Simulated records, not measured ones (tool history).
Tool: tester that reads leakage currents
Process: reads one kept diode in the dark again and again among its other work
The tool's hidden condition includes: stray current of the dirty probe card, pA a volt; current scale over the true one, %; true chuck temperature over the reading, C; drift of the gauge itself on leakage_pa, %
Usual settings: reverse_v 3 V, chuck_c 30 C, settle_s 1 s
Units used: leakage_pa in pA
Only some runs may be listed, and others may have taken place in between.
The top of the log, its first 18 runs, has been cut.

run,hour,reverse_v,chuck_c,settle_s,hours of work since the probe card was cleaned,hours of work since the tester was calibrated,hours of work since the chuck was calibrated,leakage_pa
19,2006.5,3,57,0.77,1067,2507,486,457.87
20,2122.1,3.13,30,1,1116,2556,534,79.76
21,2198,3.13,30,1,1148,2588,566,79.01
22,2324,3.13,30,1,1201,2641,619,78.95
23,2420.2,3.92,31,1,1241,2681,660,92.09
24,2566.6,2.48,45,5.32,1303,2743,721,193.37
# hour 2628.5: tester calibrated
# hour 2662.8: chuck's temperature calibrated
25,2690,2.48,45,2.08,1353,25,11,225.53
26,2799.2,5.68,45,2.08,1399,71,57,307.81
27,2912.6,5.68,45,2.08,1447,119,105,304.41
28,2990.3,5.68,45,2.08,1479,151,138,302.28
29,3115.1,1.45,43,0.59,1532,204,190,156.91
30,3181.2,3.12,30,1,1560,232,218,88.51
31,3251.8,3.64,23,4.23,1589,261,248,59.38
32,3341.5,3.64,23,4.23,1627,299,285,59.3
33,3430.8,3.63,23,2.63,1665,337,323,58.86
34,3496.8,3,30,5.72,1692,364,351,85.48
35,3607.3,3,30,5.72,1739,411,397,85.65
36,3745.6,2.8,30,2.1,1797,469,455,82.31
37,3844.8,2.8,30,2.1,1839,511,497,80.92
38,3918.9,2.8,30,2.1,1870,542,528,81.08
39,4012.7,8.41,30,9.53,1909,581,568,131.81
40,4111.5,2.84,20,2.19,1951,623,609,41.87

Alternative continuations, all from the tool just after run 40; predict every row:
A,4250.9,1.34,52,2.19,2010,682,668,?
B,4250.9,7.77,30,4.37,2010,682,668,?
C,4250.9,1.12,33,0.47,2010,682,668,?
D,4250.9,9.92,38,1.03,2010,682,668,?

run,leakage_pa
A,252.29
B,125.74
C,67.27
D,231.31
Stripped of hidden state, with their random variation kept, the same runs would have yielded:
run,leakage_pa
A,278.7
B,118.56
C,72.93
D,230.25

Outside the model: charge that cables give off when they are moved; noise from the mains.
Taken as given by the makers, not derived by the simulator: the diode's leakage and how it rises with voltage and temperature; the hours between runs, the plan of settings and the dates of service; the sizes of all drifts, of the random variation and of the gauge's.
